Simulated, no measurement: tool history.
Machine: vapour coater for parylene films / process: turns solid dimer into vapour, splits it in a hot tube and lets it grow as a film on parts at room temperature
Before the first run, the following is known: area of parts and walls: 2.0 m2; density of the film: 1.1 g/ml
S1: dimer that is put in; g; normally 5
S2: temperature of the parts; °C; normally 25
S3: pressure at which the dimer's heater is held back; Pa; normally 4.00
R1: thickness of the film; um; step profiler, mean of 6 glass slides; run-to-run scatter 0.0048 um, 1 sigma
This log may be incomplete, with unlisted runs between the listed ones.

run 1 hour=0.0 | S1=5 S2=25 S3=4.00 | R1=1.083
run 2 hour=9.6 | S1=5 S2=25 S3=4.00 | R1=1.075
run 3 hour=26.4 | S1=5 S2=25 S3=4.00 | R1=1.074
run 4 hour=47.5 | S1=5 S2=25 S3=4.00 | R1=1.081
run 5 hour=63.1 | S1=5 S2=25 S3=4.00 | R1=1.080
run 6 hour=75.6 | S1=5 S2=25 S3=4.00 | R1=1.068
run 7 hour=96.2 | S1=7 S2=25 S3=4.00 | R1=1.498
run 8 hour=112.3 | S1=7 S2=25 S3=4.00 | R1=1.489
run 9 hour=131.0 | S1=7 S2=25 S3=4.00 | R1=1.502
run 10 hour=140.9 | S1=7 S2=25 S3=4.00 | R1=1.490
run 11 hour=159.5 | S1=7 S2=25 S3=4.00 | R1=1.488
run 12 hour=169.5 | S1=6 S2=25 S3=4.00 | R1=1.273
run 13 hour=184.6 | S1=5 S2=25 S3=4.00 | R1=1.056
run 14 hour=204.6 | S1=5 S2=25 S3=4.00 | R1=1.061
run 15 hour=214.1 | S1=5 S2=25 S3=2.82 | R1=1.079
run 16 hour=223.7 | S1=5 S2=25 S3=2.82 | R1=1.088
run 17 hour=234.0 | S1=5 S2=25 S3=2.82 | R1=1.086
run 18 hour=249.3 | S1=5 S2=25 S3=2.82 | R1=1.077
run 19 hour=259.1 | S1=5 S2=25 S3=2.82 | R1=1.077
run 20 hour=271.6 | S1=9 S2=18 S3=4.71 | R1=2.643
run 21 hour=291.9 | S1=9 S2=18 S3=4.71 | R1=2.637

For run 22, what comes out?
run 22 hour=310.6 | S1=9 S2=18 S3=11.93 | R1=?

R1: 2.465 um
With no hidden state in the tool, this same run would have given R1 2.600 um.
